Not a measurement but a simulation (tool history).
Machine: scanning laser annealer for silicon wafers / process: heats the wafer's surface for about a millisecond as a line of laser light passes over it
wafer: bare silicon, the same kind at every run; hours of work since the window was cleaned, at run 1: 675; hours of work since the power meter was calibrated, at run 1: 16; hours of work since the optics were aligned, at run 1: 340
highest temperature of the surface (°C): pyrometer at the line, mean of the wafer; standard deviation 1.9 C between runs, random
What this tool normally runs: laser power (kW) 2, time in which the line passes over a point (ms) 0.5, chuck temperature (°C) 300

| run | day | laser power (kW) | time in which the line passes over a point (ms) | chuck temperature (°C) | hours of work since the window was cleaned | hours of work since the power meter was calibrated | hours of work since the optics were aligned | highest temperature of the surface (°C) |
|---|---|---|---|---|---|---|---|---|
| 1 | 0 | 2 | 0.5 | 300 | 675 | 16 | 340 | 1078 |
| 2 | 0.554 | 2 | 0.5 | 300 | 684 | 25 | 349 | 1081 |
| 3 | 0.821 | 2 | 0.431 | 300 | 688 | 30 | 353 | 1020 |
| 4 | 1.225 | 2 | 0.431 | 261 | 695 | 36 | 359 | 981 |
| 5 | 1.492 | 1.727 | 0.5 | 300 | 699 | 40 | 364 | 977 |
| 6 | 1.842 | 1.727 | 0.5 | 300 | 705 | 46 | 369 | 970 |
| 7 | 2.254 | 1.727 | 0.5 | 300 | 711 | 53 | 376 | 977 |
| 8 | 2.592 | 1.727 | 0.5 | 300 | 717 | 58 | 381 | 972 |
| 9 | 2.917 | 1.727 | 0.5 | 300 | 722 | 63 | 387 | 976 |
| 10 | 3.417 | 1.727 | 0.5 | 321 | 730 | 71 | 395 | 995 |
| 11 | 3.933 | 1.727 | 0.5 | 321 | 738 | 80 | 403 | 992 |
| 12 | 4.171 | 1.727 | 0.5 | 321 | 742 | 83 | 407 | 997 |
| 13 | 4.412 | 1.727 | 0.5 | 321 | 746 | 87 | 411 | 995 |
| 14 | 4.871 | 1.727 | 0.5 | 292 | 753 | 95 | 418 | 967 |
| 15 | 5.321 | 1.727 | 0.5 | 292 | 761 | 102 | 425 | 966 |
| 16 | 5.642 | 1.727 | 0.5 | 292 | 766 | 107 | 430 | 966 |
| 17 | 6.133 | 1.727 | 0.5 | 292 | 774 | 115 | 438 | 965 |
| 18 | 6.562 | 1.727 | 0.5 | 292 | 781 | 122 | 445 | 964 |
| 19 | 7.062 | 1.727 | 0.5 | 292 | 789 | 130 | 453 | 966 |
| 20 | 7.562 | 2 | 0.553 | 300 | 797 | 138 | 461 | 1116 |
| 21 | 8.075 | 1.874 | 0.561 | 310 | 805 | 146 | 470 | 1082 |
| 22 | 8.45 | 1.898 | 0.415 | 290 | 811 | 152 | 476 | 961 |
| 23 | 8.708 | 1.898 | 0.415 | 290 | 815 | 156 | 480 | 960 |
| 24 | 9.075 | 1.898 | 0.521 | 290 | 821 | 162 | 486 | 1039 |
| 25 | 9.404 | 1.898 | 0.521 | 290 | 826 | 167 | 491 | 1040 |
|  | 9.8 | window over the wafer cleaned |
| 26 | 9.946 | 1.898 | 0.521 | 290 | 2 | 175 | 498 | 1062 |
| 27 | 10.467 | 1.852 | 0.396 | 336 | 11 | 183 | 507 | 988 |
| 28 | 10.967 | 1.882 | 0.353 | 296 | 19 | 191 | 515 | 919 |
| 29 | 11.283 | 1.842 | 0.464 | 274 | 24 | 196 | 520 | 980 |
| 30 | 11.662 | 2.195 | 0.464 | 274 | 30 | 202 | 526 | 1112 |
| 31 | 12.042 | 1.978 | 0.5 | 300 | 36 | 209 | 532 | 1085 |
| 32 | 12.358 | 2.094 | 0.54 | 312 | 41 | 214 | 537 | 1172 |
| 33 | 12.871 | 1.72 | 0.5 | 300 | 49 | 222 | 545 | 987 |
| 34 | 13.208 | 1.72 | 0.5 | 300 | 55 | 227 | 551 | 987 |
| 35 | 13.588 | 1.72 | 0.5 | 300 | 61 | 233 | 557 | 984 |
| 36 | 14.125 | 2.05 | 0.371 | 262 | 70 | 242 | 565 | 955 |
| 37 | 14.396 | 2 | 0.387 | 300 | 74 | 246 | 570 | 991 |
| 38 | 14.704 | 2 | 0.387 | 300 | 79 | 251 | 575 | 993 |
| 39 | 15.175 | 2 | 0.387 | 300 | 86 | 259 | 582 | 992 |
| 40 | 15.621 | 1.935 | 0.379 | 300 | 94 | 266 | 589 | 964 |

Here are 4 independent what-if runs from the current tool condition. What would each one return?
| A | 15.908 | 2 | 0.598 | 300 | 98 | 271 | 594 | ? |
| B | 15.908 | 2 | 0.532 | 284 | 98 | 271 | 594 | ? |
| C | 15.908 | 1.935 | 0.425 | 300 | 98 | 271 | 594 | ? |
| D | 15.908 | 2.142 | 0.568 | 317 | 98 | 271 | 594 | ? |

| run | highest temperature of the surface (°C) |
|---|---|
| A | 1171 |
| B | 1100 |
| C | 1004 |
| D | 1224 |
Take away the tool's hidden state, keep each run's random variation, and the runs would have read:
| run | highest temperature of the surface (°C) |
|---|---|
| A | 1181 |
| B | 1110 |
| C | 1012 |
| D | 1234 |

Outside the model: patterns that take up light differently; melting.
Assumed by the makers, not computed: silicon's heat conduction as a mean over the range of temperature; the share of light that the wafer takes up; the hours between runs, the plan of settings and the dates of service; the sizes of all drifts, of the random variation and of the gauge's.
